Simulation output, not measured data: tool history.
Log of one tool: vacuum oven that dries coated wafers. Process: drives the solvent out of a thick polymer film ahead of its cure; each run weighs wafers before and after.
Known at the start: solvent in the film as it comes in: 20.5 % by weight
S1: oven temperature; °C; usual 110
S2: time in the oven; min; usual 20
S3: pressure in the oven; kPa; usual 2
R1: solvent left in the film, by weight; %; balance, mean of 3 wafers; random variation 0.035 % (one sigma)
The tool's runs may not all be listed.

{"run": 1, "day": 0.0, "S1": 110, "S2": 20, "S3": 2, "R1": 2.47}
{"run": 2, "day": 0.671, "S1": 110, "S2": 20, "S3": 2, "R1": 2.43}
{"run": 3, "day": 1.504, "S1": 110, "S2": 20, "S3": 7.06, "R1": 5.32}
{"run": 4, "day": 2.321, "S1": 110, "S2": 21, "S3": 2, "R1": 2.31}
{"run": 5, "day": 3.258, "S1": 110, "S2": 21, "S3": 2, "R1": 2.31}
{"run": 6, "day": 3.942, "S1": 110, "S2": 21, "S3": 2, "R1": 2.26}
{"run": 7, "day": 4.892, "S1": 110, "S2": 21, "S3": 2, "R1": 2.3}
{"run": 8, "day": 5.567, "S1": 110, "S2": 20, "S3": 2, "R1": 2.5}
{"run": 9, "day": 6.017, "S1": 121, "S2": 20, "S3": 2, "R1": 1.02}
{"run": 10, "day": 6.538, "S1": 121, "S2": 20, "S3": 2, "R1": 1.01}
{"run": 11, "day": 7.179, "S1": 121, "S2": 20, "S3": 2, "R1": 1.03}
{"run": 12, "day": 7.738, "S1": 121, "S2": 20, "S3": 2, "R1": 0.96}
{"run": 13, "day": 8.288, "S1": 110, "S2": 18, "S3": 2, "R1": 2.79}
{"run": 14, "day": 8.938, "S1": 110, "S2": 20, "S3": 2, "R1": 2.48}
{"run": 15, "day": 9.967, "S1": 110, "S2": 20, "S3": 2, "R1": 2.47}
{"run": 16, "day": 10.979, "S1": 110, "S2": 20, "S3": 2.53, "R1": 2.76}
{"day": 11.088, "done": "vacuum gauge cleaned of residue and calibrated"}
{"run": 17, "day": 12.138, "S1": 110, "S2": 20, "S3": 2.53, "R1": 2.75}
{"run": 18, "day": 12.596, "S1": 110, "S2": 20, "S3": 2.53, "R1": 2.81}
{"run": 19, "day": 13.267, "S1": 110, "S2": 26, "S3": 2.53, "R1": 2.16}
{"run": 20, "day": 14.046, "S1": 110, "S2": 20, "S3": 2, "R1": 2.42}
{"day": 14.692, "done": "vacuum gauge cleaned of residue and calibrated, once more"}
{"run": 21, "day": 14.842, "S1": 110, "S2": 20, "S3": 2, "R1": 2.43}
{"run": 22, "day": 15.692, "S1": 110, "S2": 20, "S3": 2, "R1": 2.48}
{"run": 23, "day": 16.3, "S1": 114, "S2": 20, "S3": 2, "R1": 1.71}
{"run": 24, "day": 16.85, "S1": 116, "S2": 31, "S3": 3.56, "R1": 1.88}
{"run": 25, "day": 17.888, "S1": 116, "S2": 31, "S3": 3.56, "R1": 1.81}
{"run": 26, "day": 18.854, "S1": 116, "S2": 31, "S3": 3.56, "R1": 1.82}
{"run": 27, "day": 19.662, "S1": 113, "S2": 20, "S3": 3.61, "R1": 2.79}
{"run": 28, "day": 20.467, "S1": 113, "S2": 20, "S3": 3.61, "R1": 2.72}
{"run": 29, "day": 20.921, "S1": 110, "S2": 31, "S3": 3.12, "R1": 2.24}
{"run": 30, "day": 21.917, "S1": 110, "S2": 31, "S3": 3.12, "R1": 2.23}
{"run": 31, "day": 22.642, "S1": 100, "S2": 18, "S3": 3.25, "R1": 6.88}
{"run": 32, "day": 23.592, "S1": 124, "S2": 28, "S3": 2.66, "R1": 1.09}
{"run": 33, "day": 24.596, "S1": 124, "S2": 28, "S3": 2.66, "R1": 1.1}
{"run": 34, "day": 25.308, "S1": 124, "S2": 28, "S3": 2.66, "R1": 1.02}
{"run": 35, "day": 26.208, "S1": 104, "S2": 36, "S3": 3.06, "R1": 2.89}
{"run": 36, "day": 27.183, "S1": 104, "S2": 36, "S3": 3.06, "R1": 2.91}
{"run": 37, "day": 27.729, "S1": 111, "S2": 20, "S3": 2.72, "R1": 2.66}
{"run": 38, "day": 28.8, "S1": 124, "S2": 20, "S3": 2.72, "R1": 1.2}
{"run": 39, "day": 29.271, "S1": 108, "S2": 20, "S3": 3.16, "R1": 3.62}
{"run": 40, "day": 30.108, "S1": 112, "S2": 20, "S3": 4.28, "R1": 3.33}
{"run": 41, "day": 30.883, "S1": 118, "S2": 20, "S3": 4.92, "R1": 2.63}
{"run": 42, "day": 31.717, "S1": 118, "S2": 20, "S3": 4.92, "R1": 2.62}
{"run": 43, "day": 32.462, "S1": 118, "S2": 20, "S3": 4.92, "R1": 2.7}
{"run": 44, "day": 33.1, "S1": 115, "S2": 13, "S3": 5.44, "R1": 4.48}
{"run": 45, "day": 33.833, "S1": 95, "S2": 32, "S3": 3.8, "R1": 6.62}
{"run": 46, "day": 34.475, "S1": 115, "S2": 14, "S3": 2, "R1": 2.55}

The same runs without the tool's hidden state, with the same run-to-run variation:
The hidden state here: true wafer temperature over the reading, C; true pressure over the reading, kPa; drift of the gauge itself on solvent_pct, %.
run=1 R1=2.45
run=2 R1=2.41
run=3 R1=5.29
run=4 R1=2.28
run=5 R1=2.28
run=6 R1=2.23
run=7 R1=2.27
run=8 R1=2.46
run=9 R1=1
run=10 R1=0.99
run=11 R1=1.01
run=12 R1=0.94
run=13 R1=2.74
run=14 R1=2.43
run=15 R1=2.41
run=16 R1=2.71
run=17 R1=2.68
run=18 R1=2.75
run=19 R1=2.1
run=20 R1=2.35
run=21 R1=2.4
run=22 R1=2.44
run=23 R1=1.68
run=24 R1=1.87
run=25 R1=1.8
run=26 R1=1.8
run=27 R1=2.74
run=28 R1=2.68
run=29 R1=2.21
run=30 R1=2.19
run=31 R1=6.78
run=32 R1=1.07
run=33 R1=1.09
run=34 R1=1.01
run=35 R1=2.83
run=36 R1=2.84
run=37 R1=2.58
run=38 R1=1.18
run=39 R1=3.52
run=40 R1=3.24
run=41 R1=2.58
run=42 R1=2.57
run=43 R1=2.64
run=44 R1=4.36
run=45 R1=6.46
run=46 R1=2.45
